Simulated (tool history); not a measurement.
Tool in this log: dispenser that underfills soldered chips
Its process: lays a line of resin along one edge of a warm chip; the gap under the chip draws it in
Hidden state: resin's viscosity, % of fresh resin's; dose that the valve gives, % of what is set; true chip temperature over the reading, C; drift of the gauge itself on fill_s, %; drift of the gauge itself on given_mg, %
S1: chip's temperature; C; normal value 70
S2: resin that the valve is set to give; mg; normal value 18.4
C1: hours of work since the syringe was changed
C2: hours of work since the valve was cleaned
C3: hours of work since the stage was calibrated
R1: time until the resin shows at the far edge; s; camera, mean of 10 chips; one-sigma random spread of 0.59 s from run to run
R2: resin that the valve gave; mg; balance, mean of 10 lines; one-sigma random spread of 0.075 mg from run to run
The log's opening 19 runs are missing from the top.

run     day  S1    S2  C1   C2   C3     R1     R2
      9.904  -- new syringe of resin
 20   9.929  56  22.5   1   32  333   92.4  22.15
 21  10.267  56  22.5   7   39  339  155.3  22.13
     10.475  -- new syringe of resin
 22  10.975  57  19.6  10   52  353  188.5  19.22
     11.079  -- new syringe of resin
 23  11.442  75  21.7   7   61  361   82.9  21.26
     11.671  -- new syringe of resin
 24  12.029  64  21.7   7   72  372  118.8  21.01
     12.250  -- new syringe of resin
 25  12.746  74  21.7  10   85  386  104.5  21.08
     12.850  -- new syringe of resin
 26  13.221  56  22.6   7   94  395  163.1  21.74
     13.433  -- new syringe of resin
 27  13.825  56  22.6   7  105  406  166.4  21.71
     14.025  -- new syringe of resin
 28  14.496  56  22.6   9  118  419  185.6  21.71
     14.592  -- new syringe of resin
 29  15.004  61  18.4   8  127  428  145.2  17.46
     15.162  -- new syringe of resin
     15.338  -- dispensing valve cleaned and set on the balance
 30  15.596  61  18.4   8    5  438  139.5  18.31
     15.804  -- new syringe of resin
 31  15.929  61  18.4   2   11  445   93.8  18.26
     16.412  -- new syringe of resin
 32  16.492  84  19.1   2   22  455   41.7  18.95
     17.017  -- new syringe of resin
 33  17.017  67  22.4   0   31  465   63.1  22.13

Forecast each of these 5 alternatives for the next run:
     17.588  -- new syringe of resin
  A  17.725  57  17.6   3  45  478   ?   ?
     17.588  -- new syringe of resin
  B  17.725  70  18.0   3  45  478   ?   ?
     17.588  -- new syringe of resin
  C  17.725  67  19.3   3  45  478   ?   ?
     17.588  -- new syringe of resin
  D  17.725  85  21.7   3  45  478   ?   ?
     17.588  -- new syringe of resin
  E  17.725  65  16.4   3  45  478   ?   ?

run     R1     R2
  A  115.1  17.27
  B   74.5  17.62
  C   79.3  19.00
  D   44.7  21.37
  E   87.6  16.17
Without the tool's hidden state the same runs would have given:
run    R1     R2
  A  79.8  17.56
  B  52.4  17.92
  C  55.4  19.33
  D  31.7  21.73
  E  61.2  16.44
